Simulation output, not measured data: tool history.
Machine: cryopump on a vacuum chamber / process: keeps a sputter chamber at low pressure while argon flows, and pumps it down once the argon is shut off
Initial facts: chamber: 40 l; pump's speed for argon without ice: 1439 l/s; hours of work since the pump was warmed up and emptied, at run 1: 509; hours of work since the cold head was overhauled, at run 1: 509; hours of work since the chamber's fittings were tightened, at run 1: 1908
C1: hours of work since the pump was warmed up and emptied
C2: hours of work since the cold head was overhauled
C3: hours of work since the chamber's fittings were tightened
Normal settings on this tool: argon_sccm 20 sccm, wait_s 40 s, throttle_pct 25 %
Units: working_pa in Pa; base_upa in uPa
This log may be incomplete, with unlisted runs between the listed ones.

run 1 hour=0 | argon_sccm=20 wait_s=40 throttle_pct=25 | C1=509 C2=509 C3=1908 | working_pa=0.0981 base_upa=2.93
run 2 hour=12.4 | argon_sccm=20 wait_s=40 throttle_pct=25 | C1=519 C2=519 C3=1918 | working_pa=0.0975 base_upa=2.94
run 3 hour=23.8 | argon_sccm=20 wait_s=40 throttle_pct=25 | C1=528 C2=528 C3=1927 | working_pa=0.0994 base_upa=2.93
run 4 hour=34.4 | argon_sccm=20 wait_s=40 throttle_pct=25 | C1=536 C2=536 C3=1935 | working_pa=0.0979 base_upa=2.98
run 5 hour=48.2 | argon_sccm=20 wait_s=40 throttle_pct=25 | C1=547 C2=547 C3=1946 | working_pa=0.0993 base_upa=2.9
run 6 hour=58.3 | argon_sccm=20 wait_s=40 throttle_pct=25 | C1=556 C2=556 C3=1954 | working_pa=0.098 base_upa=3.02
run 7 hour=65.6 | argon_sccm=20 wait_s=40 throttle_pct=25 | C1=561 C2=561 C3=1960 | working_pa=0.0979 base_upa=3
run 8 hour=73.7 | argon_sccm=20 wait_s=40 throttle_pct=25 | C1=568 C2=568 C3=1967 | working_pa=0.0983 base_upa=2.94
run 9 hour=88.2 | argon_sccm=20 wait_s=40 throttle_pct=25 | C1=580 C2=580 C3=1979 | working_pa=0.0993 base_upa=3.01
run 10 hour=96.3 | argon_sccm=20 wait_s=40 throttle_pct=25 | C1=586 C2=586 C3=1985 | working_pa=0.0993 base_upa=2.98
run 11 hour=110 | argon_sccm=20 wait_s=40 throttle_pct=25 | C1=597 C2=597 C3=1996 | working_pa=0.0988 base_upa=2.96
-- hour=123.3 pump warmed up, emptied and cooled again
run 12 hour=127.4 | argon_sccm=20 wait_s=40 throttle_pct=25 | C1=3 C2=607 C3=2006 | working_pa=0.0937 base_upa=2.87
run 13 hour=143.5 | argon_sccm=20 wait_s=40 throttle_pct=25 | C1=16 C2=620 C3=2019 | working_pa=0.0936 base_upa=2.94
run 14 hour=157.2 | argon_sccm=20 wait_s=101 throttle_pct=25 | C1=27 C2=631 C3=2030 | working_pa=0.0951 base_upa=1.37
run 15 hour=167.1 | argon_sccm=20 wait_s=195 throttle_pct=25 | C1=35 C2=639 C3=2038 | working_pa=0.0946 base_upa=0.91
run 16 hour=183.1 | argon_sccm=20 wait_s=195 throttle_pct=25 | C1=48 C2=652 C3=2051 | working_pa=0.0935 base_upa=0.95
run 17 hour=190.5 | argon_sccm=20 wait_s=40 throttle_pct=15 | C1=54 C2=658 C3=2057 | working_pa=0.1592 base_upa=2.87
run 18 hour=197.6 | argon_sccm=20 wait_s=40 throttle_pct=25 | C1=60 C2=663 C3=2062 | working_pa=0.0953 base_upa=2.91
run 19 hour=211.4 | argon_sccm=20 wait_s=40 throttle_pct=43 | C1=71 C2=675 C3=2073 | working_pa=0.0554 base_upa=2.92
run 20 hour=218.3 | argon_sccm=20 wait_s=40 throttle_pct=59 | C1=76 C2=680 C3=2079 | working_pa=0.0404 base_upa=2.89
-- hour=221.8 leaking fittings of the chamber tightened, without venting
run 21 hour=229.3 | argon_sccm=20 wait_s=40 throttle_pct=59 | C1=84 C2=687 C3=6 | working_pa=0.0419 base_upa=2.74
run 22 hour=245.6 | argon_sccm=20 wait_s=46 throttle_pct=28 | C1=97 C2=700 C3=19 | working_pa=0.0846 base_upa=2.3
run 23 hour=252.8 | argon_sccm=20 wait_s=46 throttle_pct=28 | C1=102 C2=706 C3=25 | working_pa=0.0851 base_upa=2.32
run 24 hour=264.9 | argon_sccm=23 wait_s=43 throttle_pct=46 | C1=112 C2=716 C3=35 | working_pa=0.0599 base_upa=2.52
run 25 hour=275.6 | argon_sccm=38 wait_s=47 throttle_pct=25 | C1=121 C2=725 C3=43 | working_pa=0.1808 base_upa=2.31
run 26 hour=291.5 | argon_sccm=14 wait_s=55 throttle_pct=25 | C1=133 C2=737 C3=56 | working_pa=0.0661 base_upa=2.01
run 27 hour=303.3 | argon_sccm=10 wait_s=64 throttle_pct=25 | C1=143 C2=747 C3=65 | working_pa=0.0475 base_upa=1.75
run 28 hour=317.4 | argon_sccm=20 wait_s=83 throttle_pct=25 | C1=154 C2=758 C3=77 | working_pa=0.0951 base_upa=1.38
run 29 hour=324.8 | argon_sccm=20 wait_s=83 throttle_pct=25 | C1=160 C2=764 C3=83 | working_pa=0.0947 base_upa=1.43
run 30 hour=340.2 | argon_sccm=26 wait_s=45 throttle_pct=56 | C1=173 C2=776 C3=95 | working_pa=0.0569 base_upa=2.39
run 31 hour=352.1 | argon_sccm=26 wait_s=45 throttle_pct=56 | C1=182 C2=786 C3=105 | working_pa=0.0566 base_upa=2.35
run 32 hour=367 | argon_sccm=26 wait_s=45 throttle_pct=56 | C1=194 C2=798 C3=117 | working_pa=0.0567 base_upa=2.42
run 33 hour=382.2 | argon_sccm=9 wait_s=186 throttle_pct=28 | C1=206 C2=810 C3=129 | working_pa=0.0387 base_upa=0.75
run 34 hour=392.3 | argon_sccm=23 wait_s=186 throttle_pct=38 | C1=215 C2=818 C3=137 | working_pa=0.0737 base_upa=0.77
run 35 hour=402.6 | argon_sccm=23 wait_s=186 throttle_pct=38 | C1=223 C2=827 C3=145 | working_pa=0.073 base_upa=0.75

Entry by entry between the runs, the difference in hidden state between the last listed run before and the first listed run after:
From run 11 to run 12: pump warmed up, emptied and cooled again (hour 123.3)
  pump's speed, % of a pump's without ice: 83.2 -> 99.7; leak into the chamber, uPa l/s: 630 -> 632
  measured value less the no-hidden-state value, working_pa: +0.005 -> +0.0002 Pa; base_upa: +0.32 -> +0.23 uPa
From run 20 to run 21: leaking fittings of the chamber tightened, without venting (hour 221.8)
  pump's speed, % of a pump's without ice: 97.5 -> 97.3; leak into the chamber, uPa l/s: 643 -> 305
  measured value less the no-hidden-state value, working_pa: +0.0008 -> +0.0009 Pa; base_upa: +0.25 -> +0.01 uPa
